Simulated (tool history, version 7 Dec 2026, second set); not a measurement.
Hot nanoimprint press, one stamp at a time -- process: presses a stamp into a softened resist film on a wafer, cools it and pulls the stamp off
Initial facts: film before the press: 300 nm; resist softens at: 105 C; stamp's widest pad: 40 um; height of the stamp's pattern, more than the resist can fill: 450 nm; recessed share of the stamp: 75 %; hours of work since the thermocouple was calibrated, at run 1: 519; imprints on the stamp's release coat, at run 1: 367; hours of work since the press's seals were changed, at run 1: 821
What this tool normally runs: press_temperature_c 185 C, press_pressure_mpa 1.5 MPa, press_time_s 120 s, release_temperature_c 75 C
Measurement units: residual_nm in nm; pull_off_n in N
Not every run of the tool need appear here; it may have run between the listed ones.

run	day	press_temperature_c	press_pressure_mpa	press_time_s	release_temperature_c	hours of work since the thermocouple was calibrated	imprints on the stamp's release coat	hours of work since the press's seals were changed	residual_nm	pull_off_n
1	0	185	1.5	120	75	519	367	821	148.3	133.2
# day 1.025: plate thermocouple calibrated
2	3.275	185	1.5	120	75	43	564	881	161.1	140.4
3	4.946	185	1.5	120	75	75	669	913	161.9	140.5
4	7.275	185	1.5	145	75	119	815	958	151.6	141.9
# day 9.033: stamp cleaned and given a new release coat
5	11.042	185	1.5	120	71	186	126	1025	159	143
6	14.221	184	1.5	120	75	247	325	1085	162.4	136.2
7	16.088	185	1.5	120	75	282	442	1121	156.1	136.6
8	19.342	185	1.5	120	75	344	646	1183	154.6	138
9	22.238	185	1.5	120	75	400	827	1238	154.2	139.4
# day 23.642: stamp cleaned and given a new release coat
10	25.138	185	1.5	120	75	450	94	1289	153.2	131.6
11	26.746	185	1.5	120	75	481	195	1319	151.5	132.6
# day 29.754: press's hydraulic seals changed and the load cell set to zero
# day 30.1: plate thermocouple calibrated
12	30.279	185	1.43	120	75	3	388	8	166	139
13	32.804	185	1.43	229	75	52	546	56	135.6	140.2
14	36.446	185	1.5	120	64	121	774	125	159.2	169
# day 38.871: stamp cleaned and given a new release coat
15	38.871	197	1.5	120	75	162	0	167	100.8	133.8
16	40.704	197	1.5	120	75	197	115	202	100.8	135
17	44.367	185	1.52	120	69	267	344	272	155.4	150.3
18	47.738	175	1.5	120	75	332	555	336	219.1	137.6
19	49.3	175	1.5	120	75	361	653	366	216.9	138.9
20	52.017	175	1.65	147	75	413	823	417	198.2	139.8
# day 53.608: stamp cleaned and given a new release coat
21	56.025	175	1.65	147	75	485	152	489	197.8	132.6
22	57.962	185	1.5	120	74	522	273	526	149.6	135.6
# day 58.912: plate thermocouple calibrated
23	60.583	185	1.5	120	74	32	430	574	160.3	141.4
24	62.925	185	1.5	120	74	77	576	618	159.5	142.1
25	65.167	185	1.32	148	70	119	717	661	158.9	152.2
26	67.525	185	1.32	148	70	164	864	706	158	153.2
# day 68.246: stamp cleaned and given a new release coat
27	70.279	194	1.74	120	75	212	127	754	102.7	133.3
28	73.788	194	1.14	194	68	279	347	821	110.1	151.1
29	77.104	190	1.5	73	68	342	555	884	149.3	153

Below are 3 alternative next runs, each starting from the tool's condition after run 29. Predict each:
A	78.842	185	2.15	120	65	375	663	917	?	?
B	78.842	190	1.19	73	68	375	663	917	?	?
C	78.842	185	1.5	71	75	375	663	917	?	?

run	residual_nm	pull_off_n
A	126.9	161.1
B	166.6	154.8
C	179.5	138.2
Without the tool's hidden state the same runs would have given:
run	residual_nm	pull_off_n
A	131.9	156.7
B	173.7	150.8
C	186.8	135

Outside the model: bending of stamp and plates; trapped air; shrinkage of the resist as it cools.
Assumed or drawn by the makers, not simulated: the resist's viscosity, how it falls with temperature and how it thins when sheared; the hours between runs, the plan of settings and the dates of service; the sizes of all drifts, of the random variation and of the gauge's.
